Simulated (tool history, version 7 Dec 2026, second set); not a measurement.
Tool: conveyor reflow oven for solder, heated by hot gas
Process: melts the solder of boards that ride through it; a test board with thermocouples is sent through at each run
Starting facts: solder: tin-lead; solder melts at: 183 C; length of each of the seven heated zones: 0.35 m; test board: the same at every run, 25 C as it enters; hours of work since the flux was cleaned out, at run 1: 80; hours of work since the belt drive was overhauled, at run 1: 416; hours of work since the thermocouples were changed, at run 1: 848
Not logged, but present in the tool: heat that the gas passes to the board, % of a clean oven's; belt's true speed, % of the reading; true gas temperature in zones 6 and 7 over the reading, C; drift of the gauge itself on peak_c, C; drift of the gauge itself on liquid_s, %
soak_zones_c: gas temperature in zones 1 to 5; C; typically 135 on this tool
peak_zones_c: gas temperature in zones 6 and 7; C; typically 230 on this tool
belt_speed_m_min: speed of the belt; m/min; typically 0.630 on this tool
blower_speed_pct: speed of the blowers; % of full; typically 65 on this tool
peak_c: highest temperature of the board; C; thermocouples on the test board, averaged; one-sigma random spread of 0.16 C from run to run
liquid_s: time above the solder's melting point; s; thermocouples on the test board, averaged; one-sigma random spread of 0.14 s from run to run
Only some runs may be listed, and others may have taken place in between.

run	hour	soak_zones_c	peak_zones_c	belt_speed_m_min	blower_speed_pct	hours of work since the flux was cleaned out	hours of work since the belt drive was overhauled	hours of work since the thermocouples were changed	peak_c	liquid_s
1	0.0	135	230	0.630	65	80	416	848	208.4	41.7
2	27.7	135	230	0.630	65	92	428	860	208.5	41.7
3	79.3	135	230	0.630	65	114	451	883	208.2	41.4
4	106.0	135	230	0.630	65	126	462	895	208.2	41.0
5	147.8	135	230	0.630	65	145	481	913	207.9	40.9
# hour 173.1: flux residue cleaned out of gas plates and filters
6	174.3	135	230	0.630	65	1	490	923	209.1	42.1
7	212.9	135	230	0.630	65	18	507	940	208.8	42.0
8	246.8	135	230	0.630	65	33	522	955	208.6	41.9
# hour 252.2: thermocouples of zones 6 and 7 changed
9	275.1	135	230	0.630	65	44	534	10	209.8	43.1
10	314.1	135	230	0.630	65	61	551	27	209.6	43.1
11	347.9	135	230	0.630	65	76	566	42	209.6	42.7
12	392.2	135	230	0.630	65	96	586	62	209.3	42.7
13	422.4	135	230	0.630	65	109	599	75	209.2	42.4
14	475.3	132	228	0.548	78	132	622	98	213.9	54.6
# hour 525.2: flux residue cleaned out of gas plates and filters
15	529.8	137	231	0.701	65	2	644	120	207.7	36.9
16	554.0	131	238	0.527	65	13	655	131	222.4	62.5
17	575.8	131	235	0.527	65	22	664	140	219.8	60.5
18	625.0	131	235	0.527	65	44	686	162	219.6	60.0
19	661.8	140	235	0.601	89	60	702	178	221.6	57.2
20	710.9	140	235	0.601	89	82	724	200	221.4	56.8
21	744.5	140	226	0.630	65	97	739	215	207.2	42.5
22	775.8	132	230	0.657	65	111	753	229	207.0	37.8
23	805.6	126	230	0.666	50	124	766	242	199.6	27.0
24	843.9	126	230	0.666	50	141	783	259	199.3	26.9
# hour 874.5: flux residue cleaned out of gas plates and filters
25	874.5	135	230	0.630	61	0	794	270	209.3	42.3
26	920.0	135	233	0.655	72	20	814	290	213.1	44.4

3 ways to go on from here, each from the tool as it stands after run 26. What would each give?
A	970.3	121	245	0.655	72	42	836	312	?	?
B	970.3	130	230	0.518	66	42	836	312	?	?
C	970.3	147	233	0.655	77	42	836	312	?	?

run	peak_c	liquid_s
A	220.2	45.6
B	215.4	58.2
C	216.2	50.8
Stripped of hidden state, with their random variation kept, the same runs would have yielded:
run	peak_c	liquid_s
A	220.5	45.0
B	215.7	57.4
C	216.5	50.2
